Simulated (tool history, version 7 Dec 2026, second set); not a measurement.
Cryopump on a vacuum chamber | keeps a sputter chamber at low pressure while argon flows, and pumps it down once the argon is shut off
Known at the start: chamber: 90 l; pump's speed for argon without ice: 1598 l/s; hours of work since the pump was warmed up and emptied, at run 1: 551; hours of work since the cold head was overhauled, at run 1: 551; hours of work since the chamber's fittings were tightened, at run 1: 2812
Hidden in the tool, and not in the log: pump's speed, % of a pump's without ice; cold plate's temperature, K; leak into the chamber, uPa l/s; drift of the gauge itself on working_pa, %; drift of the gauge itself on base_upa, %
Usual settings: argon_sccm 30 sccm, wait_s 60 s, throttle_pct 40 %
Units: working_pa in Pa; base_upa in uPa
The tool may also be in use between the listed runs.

run   hour  argon_sccm  wait_s  throttle_pct  hours of work since the pump was warmed up and emptied  hours of work since the cold head was overhauled  hours of work since the chamber's fittings were tightened  working_pa  base_upa
  1    0.0          30      60            40                                                     551                                               551                                                       2812      0.0861      1.34
  2   13.5          30      60            40                                                     561                                               561                                                       2822      0.0861      1.29
  3   28.9          30      42            40                                                     573                                               573                                                       2833      0.0867      1.49
  4   44.8          30      42            40                                                     584                                               584                                                       2845      0.0857      1.47
  5   65.3          30      60            40                                                     599                                               599                                                       2860      0.0869      1.31
  6   81.3          30      60            40                                                     611                                               611                                                       2872      0.0860      1.32
  7  100.4          30      60            50                                                     625                                               625                                                       2886      0.0702      1.36
  8  123.6          30      60            40                                                     643                                               643                                                       2903      0.0876      1.33
  9  147.0          48      60            40                                                     660                                               660                                                       2920      0.1390      1.38
 10  158.9          44     112            16                                                     669                                               669                                                       2929      0.3060      1.17
 11  177.3          24     163            40                                                     682                                               682                                                       2943      0.0702      1.14
 12  198.7          24     163            40                                                     698                                               698                                                       2959      0.0700      1.08
 13  211.0          22      63            24                                                     707                                               707                                                       2968      0.1024      1.40
 14  224.9          20      92            47                                                     717                                               717                                                       2978      0.0506      1.28
 15  243.0          27      29            17                                                     731                                               731                                                       2991      0.1752      1.84
 16  257.8          16      38            26                                                     742                                               742                                                       3002      0.0707      1.62

3 ways to go on from here, each from the tool as it stands after run 16. What would each give?
  A  273.0          33      38            42                                                     753                                               753                                                       3013           ?         ?
  B  273.0          16      74            58                                                     753                                               753                                                       3013           ?         ?
  C  273.0          43     110            18                                                     753                                               753                                                       3013           ?         ?

run  working_pa  base_upa
  A      0.0933      1.66
  B      0.0339      1.30
  C      0.2658      1.23
Without the tool's hidden state the same runs would have given:
run  working_pa  base_upa
  A      0.0835      0.88
  B      0.0291      0.52
  C      0.2530      0.44
